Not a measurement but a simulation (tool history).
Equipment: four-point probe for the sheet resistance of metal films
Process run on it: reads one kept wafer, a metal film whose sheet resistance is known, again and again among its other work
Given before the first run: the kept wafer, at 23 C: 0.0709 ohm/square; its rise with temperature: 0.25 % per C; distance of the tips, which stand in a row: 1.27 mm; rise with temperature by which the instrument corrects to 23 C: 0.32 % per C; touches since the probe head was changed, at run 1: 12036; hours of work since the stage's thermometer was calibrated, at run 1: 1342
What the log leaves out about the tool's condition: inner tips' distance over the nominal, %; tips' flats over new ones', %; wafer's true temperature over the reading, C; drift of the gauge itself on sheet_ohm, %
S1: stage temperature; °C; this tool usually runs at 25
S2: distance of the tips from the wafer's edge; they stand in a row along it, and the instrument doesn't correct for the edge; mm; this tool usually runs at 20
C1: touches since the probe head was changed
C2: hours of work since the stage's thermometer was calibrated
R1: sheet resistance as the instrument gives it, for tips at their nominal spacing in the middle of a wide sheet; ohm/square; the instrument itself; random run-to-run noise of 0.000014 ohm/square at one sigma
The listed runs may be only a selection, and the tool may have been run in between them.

run    hour  S1  S2     C1    C2        R1
  1     0.0  25  20  12036  1342  0.071219
  2    40.3  25  20  12829  1363  0.071242
  3    91.1  25  20  13827  1391  0.071254
  4   135.4  32  20  14698  1414  0.070908
  5   215.7  26  20  16276  1457  0.071218
      224.3  -- stage's thermometer calibrated
  6   291.9  26  20  17765    36  0.071153
  7   345.0  29  20  18808    65  0.071038
  8   433.9  23  20  20555   112  0.071326
  9   523.5  23  20  22319   160  0.071336
 10   594.8  25  20  23719   198  0.071248
 11   656.3  24  20  24928   231  0.071301
 12   740.3  25  20  26580   276  0.071248
 13   790.4  25  20  27564   303  0.071272
 14   873.0  25   9  29189   347  0.071874
 15   936.0  25   9  30428   381  0.071869
 16  1012.7  25   9  31935   422  0.071899
 17  1099.6  25   9  33644   469  0.071873
 18  1158.3  25   9  34797   500  0.071958
 19  1206.7  30   9  35748   526  0.071685
 20  1280.5  30   9  37199   565  0.071678
 21  1354.9  22  20  38663   605  0.071480
 22  1434.6  30  20  40230   648  0.071087
 23  1512.7  20  56  41765   690  0.071453
 24  1605.9  27   3  43596   740  0.077318
 25  1651.7  27   9  44497   764  0.071866
 26  1734.1  30   7  46117   808  0.072217
 27  1788.2  25  10  47181   837  0.071832
 28  1863.2  34  59  48656   877  0.070837
 29  1929.4  34  59  49957   913  0.070864
 30  1996.2  21   7  51269   948  0.072739
 31  2054.6  21   7  52419   980  0.072705
 32  2131.2  32   7  53924  1021  0.072161
 33  2175.4  26  16  54792  1044  0.071457
 34  2225.3  21  16  55774  1071  0.071717
 35  2312.1  27   5  57480  1118  0.073576
 36  2355.6  25  61  58337  1141  0.071318
 37  2448.9  25  61  60169  1191  0.071323
 38  2527.0  25  26  61705  1233  0.071405

How the hidden state differs across the entries between the runs, from the last listed run before each to the first after it:
After run 5, before run 6: stage's thermometer calibrated (hour 224.3)
  inner tips' distance over the nominal, %: 0.33 -> 0.34; wafer's true temperature over the reading, C: 0.26 -> -0.05
  measured minus no-state result, R1: +0.000300 -> +0.000253 ohm/square
